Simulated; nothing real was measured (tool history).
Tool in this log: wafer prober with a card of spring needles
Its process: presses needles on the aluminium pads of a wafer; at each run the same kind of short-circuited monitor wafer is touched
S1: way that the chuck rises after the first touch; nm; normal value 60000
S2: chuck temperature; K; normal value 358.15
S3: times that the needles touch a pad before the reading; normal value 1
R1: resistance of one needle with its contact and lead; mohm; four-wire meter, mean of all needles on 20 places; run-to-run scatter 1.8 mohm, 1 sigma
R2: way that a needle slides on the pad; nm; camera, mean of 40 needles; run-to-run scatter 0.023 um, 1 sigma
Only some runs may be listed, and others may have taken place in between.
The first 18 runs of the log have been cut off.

-- hour=154 tips cleaned on abrasive film
run 19 hour=162.8 | S1=49000 S2=363.15 S3=1 | R1=602 R2=6570
-- hour=166.9 tips cleaned on abrasive film
run 20 hour=171.7 | S1=46000 S2=305.15 S3=2 | R1=427 R2=6160
run 21 hour=177.8 | S1=60000 S2=301.15 S3=1 | R1=518 R2=8070
-- hour=179.7 tips cleaned on abrasive film
run 22 hour=188.8 | S1=60000 S2=301.15 S3=1 | R1=500 R2=8070
-- hour=192.3 tips cleaned on abrasive film
run 23 hour=201 | S1=60000 S2=301.15 S3=1 | R1=489 R2=8080
-- hour=205.8 tips cleaned on abrasive film
run 24 hour=214 | S1=68000 S2=317.15 S3=1 | R1=410 R2=9130
-- hour=219.2 tips cleaned on abrasive film
run 25 hour=225.8 | S1=44000 S2=375.15 S3=2 | R1=491 R2=5840
run 26 hour=231.2 | S1=44000 S2=375.15 S3=2 | R1=548 R2=5840
-- hour=232 tips cleaned on abrasive film
run 27 hour=240.5 | S1=68000 S2=375.15 S3=2 | R1=330 R2=9110
-- hour=245 tips cleaned on abrasive film
run 28 hour=250.9 | S1=60000 S2=340.15 S3=2 | R1=335 R2=7990
-- hour=258.3 tips cleaned on abrasive film
run 29 hour=259.8 | S1=60000 S2=340.15 S3=2 | R1=253 R2=8020
run 30 hour=270.5 | S1=63000 S2=340.15 S3=1 | R1=483 R2=8430
-- hour=271.5 tips cleaned on abrasive film
run 31 hour=280.5 | S1=71000 S2=321.15 S3=2 | R1=311 R2=9540
-- hour=284.7 tips cleaned on abrasive film
run 32 hour=291.9 | S1=48000 S2=321.15 S3=2 | R1=462 R2=6380
-- hour=297.2 tips cleaned on abrasive film
run 33 hour=299.6 | S1=79000 S2=358.15 S3=2 | R1=230 R2=10600

3 options for the next run, each taken on its own from the tool as it stands now. Forecast them:
run A hour=305.2 | S1=60000 S2=372.15 S3=1 | R1=? R2=?
run B hour=305.2 | S1=47000 S2=341.15 S3=1 | R1=? R2=?
run C hour=305.2 | S1=41000 S2=376.15 S3=2 | R1=? R2=?

run=A R1=461 R2=7990
run=B R1=651 R2=6210
run=C R1=547 R2=5390
Take away the tool's hidden state, keep each run's random variation, and the runs would have read:
run=A R1=189 R2=8160
run=B R1=190 R2=6380
run=C R1=204 R2=5560

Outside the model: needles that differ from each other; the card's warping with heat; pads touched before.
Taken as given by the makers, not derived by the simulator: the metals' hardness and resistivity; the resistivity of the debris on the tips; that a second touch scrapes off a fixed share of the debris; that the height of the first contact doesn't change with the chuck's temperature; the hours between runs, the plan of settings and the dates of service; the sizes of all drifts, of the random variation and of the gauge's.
